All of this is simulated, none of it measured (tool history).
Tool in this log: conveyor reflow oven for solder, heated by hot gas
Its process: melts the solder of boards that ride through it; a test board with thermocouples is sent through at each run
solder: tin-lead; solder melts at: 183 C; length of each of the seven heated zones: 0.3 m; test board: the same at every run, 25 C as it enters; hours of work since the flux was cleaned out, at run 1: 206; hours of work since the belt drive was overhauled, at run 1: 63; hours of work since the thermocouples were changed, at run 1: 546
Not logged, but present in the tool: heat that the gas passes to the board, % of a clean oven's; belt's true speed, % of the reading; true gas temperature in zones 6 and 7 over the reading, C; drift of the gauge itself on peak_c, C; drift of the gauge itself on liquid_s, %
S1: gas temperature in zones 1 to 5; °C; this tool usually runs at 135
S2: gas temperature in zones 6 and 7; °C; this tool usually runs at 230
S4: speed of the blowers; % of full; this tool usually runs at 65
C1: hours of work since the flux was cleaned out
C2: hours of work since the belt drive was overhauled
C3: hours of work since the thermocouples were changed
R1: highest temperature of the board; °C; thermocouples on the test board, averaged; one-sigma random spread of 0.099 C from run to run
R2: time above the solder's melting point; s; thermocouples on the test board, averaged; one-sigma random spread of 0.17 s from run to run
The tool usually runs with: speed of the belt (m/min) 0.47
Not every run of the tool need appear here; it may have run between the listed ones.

Run 1, hour 0: usual settings; C1 206; C2 63; C3 546. Result: R1 207.16 °C, R2 45.1 s.
Run 2, hour 14.4: usual settings but speed of the belt (m/min) 0.516; C1 213; C2 69; C3 552. Result: R1 203.24 °C, R2 36.1 s.
Run 3, hour 22.3: usual settings but speed of the belt (m/min) 0.516; C1 216; C2 73; C3 555. Result: R1 203.33 °C, R2 36.4 s.
Run 4, hour 36.9: usual settings but S2 240 °C; C1 222; C2 79; C3 562. Result: R1 214.89 °C, R2 53 s.
Run 5, hour 52.5: usual settings but S1 144 °C; C1 229; C2 86; C3 568. Result: R1 209.1 °C, R2 50.7 s.
At hour 58.6: thermocouples of zones 6 and 7 changed.
Run 6, hour 66.7: usual settings; C1 234; C2 91; C3 4. Result: R1 205.46 °C, R2 43.7 s.
Run 7, hour 83.7: usual settings but speed of the belt (m/min) 0.41; C1 242; C2 98; C3 11. Result: R1 210.6 °C, R2 57.2 s.
Run 8, hour 93.4: usual settings but speed of the belt (m/min) 0.41; C1 246; C2 103; C3 15. Result: R1 210.5 °C, R2 57.3 s.
Run 9, hour 105.2: usual settings but speed of the belt (m/min) 0.41; C1 251; C2 108; C3 20. Result: R1 210.46 °C, R2 57.2 s.
Run 10, hour 118.2: usual settings but speed of the belt (m/min) 0.558; C1 257; C2 113; C3 26. Result: R1 198.76 °C, R2 27.5 s.
Run 11, hour 132.5: usual settings but S4 77 % of full; C1 263; C2 119; C3 32. Result: R1 208.29 °C, R2 47.1 s.
Run 12, hour 149.7: usual settings but S4 77 % of full; C1 270; C2 127; C3 39. Result: R1 208.15 °C, R2 46.9 s.
Run 13, hour 165: usual settings but S4 77 % of full; C1 277; C2 133; C3 46. Result: R1 208.18 °C, R2 47.1 s.
Run 14, hour 180: usual settings but S4 56 % of full; C1 284; C2 140; C3 53. Result: R1 202.88 °C, R2 39.8 s.
Run 15, hour 193.1: usual settings but S4 56 % of full; C1 289; C2 146; C3 58. Result: R1 203.07 °C, R2 40.1 s.
Run 16, hour 202.6: usual settings but S2 239 °C; C1 293; C2 150; C3 62. Result: R1 212.61 °C, R2 50.7 s.
Run 17, hour 213: usual settings but S1 137 °C, S2 228 °C; C1 298; C2 154; C3 67. Result: R1 204.32 °C, R2 42.8 s.
At hour 220.5: flux residue cleaned out of gas plates and filters.
Run 18, hour 225.7: usual settings but S1 125 °C, speed of the belt (m/min) 0.513; C1 2; C2 158; C3 70. Result: R1 200.75 °C, R2 31.2 s.
Run 19, hour 239.5: usual settings but S1 124 °C, S2 243 °C, speed of the belt (m/min) 0.546, S4 52 % of full; C1 8; C2 164; C3 76. Result: R1 202.45 °C, R2 30 s.
Run 20, hour 253.1: usual settings but S1 125 °C; C1 14; C2 170; C3 82. Result: R1 204.6 °C, R2 39.2 s.
Run 21, hour 270.9: usual settings but S1 125 °C; C1 22; C2 177; C3 90. Result: R1 204.32 °C, R2 39.1 s.
Run 22, hour 284.3: usual settings but S1 129 °C, S2 245 °C, speed of the belt (m/min) 0.382, S4 85 % of full; C1 28; C2 183; C3 96. Result: R1 229.72 °C, R2 77.9 s.
Run 23, hour 297.3: usual settings but S1 120 °C, S2 221 °C, speed of the belt (m/min) 0.411, S4 62 % of full; C1 33; C2 189; C3 101. Result: R1 200.45 °C, R2 39.1 s.
Run 24, hour 313.8: usual settings but S1 120 °C, S2 221 °C, speed of the belt (m/min) 0.411, S4 62 % of full; C1 40; C2 196; C3 108. Result: R1 200.25 °C, R2 38.6 s.
Run 25, hour 322.9: usual settings but S1 131 °C, S2 225 °C, speed of the belt (m/min) 0.517; C1 44; C2 200; C3 112. Result: R1 198.11 °C, R2 28.8 s.
Run 26, hour 331.5: usual settings but S1 143 °C; C1 48; C2 203; C3 116. Result: R1 208.64 °C, R2 50.4 s.
Run 27, hour 339.8: usual settings but S1 143 °C; C1 52; C2 207; C3 120. Result: R1 208.67 °C, R2 50.2 s.
Run 28, hour 356.5: usual settings but S1 143 °C, S2 223 °C, speed of the belt (m/min) 0.399; C1 59; C2 214; C3 127. Result: R1 207.91 °C, R2 60.4 s.
Run 29, hour 368.4: usual settings but S1 137 °C, S2 229 °C, speed of the belt (m/min) 0.5, S4 74 % of full; C1 64; C2 219; C3 132. Result: R1 206.05 °C, R2 42.6 s.
Run 30, hour 375.7: usual settings but S1 137 °C, S2 242 °C, speed of the belt (m/min) 0.5, S4 74 % of full; C1 67; C2 223; C3 135. Result: R1 216.55 °C, R2 52.1 s.

Predict each of these 5 candidate next runs independently; none follows another, all start after run 30:
Run A, hour 392.2: usual settings but S1 144 °C, speed of the belt (m/min) 0.501; C1 74; C2 230; C3 142. Result: R1 ?, R2 ?.
Run B, hour 392.2: usual settings but S1 145 °C, S2 222 °C, speed of the belt (m/min) 0.5, S4 74 % of full; C1 74; C2 230; C3 142. Result: R1 ?, R2 ?.
Run C, hour 392.2: usual settings but S1 143 °C, speed of the belt (m/min) 0.503; C1 74; C2 230; C3 142. Result: R1 ?, R2 ?.
Run D, hour 392.2: usual settings but S1 145 °C; C1 74; C2 230; C3 142. Result: R1 ?, R2 ?.
Run E, hour 392.2: usual settings but S2 235 °C, speed of the belt (m/min) 0.438; C1 74; C2 230; C3 142. Result: R1 ?, R2 ?.

run      R1    R2
  A  206.29  44.6
  B  202.56  41.2
  C  206.09  43.7
  D  208.97  51.4
  E  213.27  55.9
Without the tool's unlogged condition, the same runs would have read:
run      R1    R2
  A  207.07  45.4
  B  203.31  42.1
  C  206.88  44.4
  D  209.69    52
  E  214.05  56.5

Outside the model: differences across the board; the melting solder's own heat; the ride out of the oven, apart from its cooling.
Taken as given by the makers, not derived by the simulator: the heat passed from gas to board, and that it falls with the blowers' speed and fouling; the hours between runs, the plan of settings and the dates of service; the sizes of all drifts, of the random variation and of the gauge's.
